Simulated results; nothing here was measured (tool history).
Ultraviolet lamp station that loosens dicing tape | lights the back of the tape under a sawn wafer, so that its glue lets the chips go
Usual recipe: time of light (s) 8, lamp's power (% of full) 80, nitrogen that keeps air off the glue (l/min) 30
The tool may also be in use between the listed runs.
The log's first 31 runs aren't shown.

run	hour	time of light (s)	lamp's power (% of full)	nitrogen that keeps air off the glue (l/min)	hours of work of the lamp	hours of work since the window was cleaned	force that peels the tape off (N)	light that reached the tape (mJ/cm²)
32	2175.5	7	70	59	639	170	0.446	158
33	2236.0	12	99	15	671	202	0.173	385
# hour 2319.9: lamp changed
34	2336.9	6	96	12	9	256	0.953	186
# hour 2353.4: window cleaned of glue's vapour
35	2383.9	6	96	12	34	16	0.962	189
36	2483.5	15	74	22	88	70	0.129	368
37	2556.8	6	63	20	127	109	1.343	124
38	2629.6	4	97	11	166	149	1.736	122
39	2675.9	4	71	11	191	173	2.423	93
40	2724.5	4	95	11	217	200	1.785	124
41	2795.3	11	65	30	255	238	0.295	230
# hour 2844.4: window cleaned of glue's vapour
42	2863.8	8	70	30	292	10	0.499	184
43	2934.2	8	70	30	330	48	0.517	187
44	3002.1	10	97	47	366	85	0.123	320

Forecast each of these 3 alternatives for the next run:
A	3079.7	8	67	30	408	127	?	?
B	3079.7	5	83	17	408	127	?	?
C	3079.7	8	80	16	408	127	?	?

run	force that peels the tape off (N)	light that reached the tape (mJ/cm²)
A	0.575	174
B	1.326	133
C	0.659	205
Without the tool's hidden state the same runs would have given:
run	force that peels the tape off (N)	light that reached the tape (mJ/cm²)
A	0.571	175
B	1.320	134
C	0.655	206
